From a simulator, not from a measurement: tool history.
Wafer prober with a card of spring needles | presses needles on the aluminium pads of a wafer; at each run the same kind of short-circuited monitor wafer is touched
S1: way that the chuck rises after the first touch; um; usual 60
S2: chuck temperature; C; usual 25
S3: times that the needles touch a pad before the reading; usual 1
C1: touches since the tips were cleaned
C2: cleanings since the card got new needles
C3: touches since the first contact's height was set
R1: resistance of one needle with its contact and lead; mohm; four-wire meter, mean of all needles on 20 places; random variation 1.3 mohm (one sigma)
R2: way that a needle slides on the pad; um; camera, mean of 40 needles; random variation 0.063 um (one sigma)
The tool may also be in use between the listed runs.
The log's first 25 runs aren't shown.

-- hour=334.7 tips cleaned on abrasive film
run 26 hour=349.1 | S1=46 S2=27 S3=2 | C1=4031 C2=22 C3=28039 | R1=113 R2=8.66
-- hour=364.2 tips cleaned on abrasive film
run 27 hour=364.2 | S1=65 S2=25 S3=2 | C1=0 C2=23 C3=32206 | R1=109 R2=12.15
run 28 hour=381.4 | S1=73 S2=25 S3=2 | C1=4797 C2=23 C3=37003 | R1=107 R2=13.76
-- hour=393.8 tips cleaned on abrasive film
run 29 hour=394.7 | S1=73 S2=25 S3=2 | C1=254 C2=24 C3=40697 | R1=109 R2=13.79
-- hour=404.0 gauge calibrated
run 30 hour=407.0 | S1=54 S2=44 S3=2 | C1=3697 C2=24 C3=44140 | R1=113 R2=9.83
run 31 hour=419.5 | S1=54 S2=44 S3=2 | C1=7175 C2=24 C3=47618 | R1=113 R2=9.80
-- hour=423.5 tips cleaned on abrasive film
run 32 hour=435.1 | S1=54 S2=44 S3=2 | C1=3240 C2=25 C3=51938 | R1=113 R2=9.81
-- hour=453.6 tips cleaned on abrasive film
run 33 hour=453.6 | S1=54 S2=44 S3=2 | C1=0 C2=26 C3=57087 | R1=115 R2=9.90

Forecast each of these 5 alternatives for the next run:
run A hour=463.5 | S1=54 S2=112 S3=1 | C1=2757 C2=26 C3=59844 | R1=? R2=?
run B hour=463.5 | S1=65 S2=44 S3=2 | C1=2757 C2=26 C3=59844 | R1=? R2=?
run C hour=463.5 | S1=48 S2=82 S3=1 | C1=2757 C2=26 C3=59844 | R1=? R2=?
run D hour=463.5 | S1=72 S2=44 S3=2 | C1=2757 C2=26 C3=59844 | R1=? R2=?
run E hour=463.5 | S1=59 S2=55 S3=2 | C1=2757 C2=26 C3=59844 | R1=? R2=?

run=A R1=122 R2=9.90
run=B R1=111 R2=11.79
run=C R1=117 R2=8.84
run=D R1=111 R2=13.20
run=E R1=114 R2=10.79
Without the tool's hidden state the same runs would have given:
run=A R1=121 R2=9.86
run=B R1=111 R2=11.74
run=C R1=117 R2=8.81
run=D R1=111 R2=13.14
run=E R1=114 R2=10.74
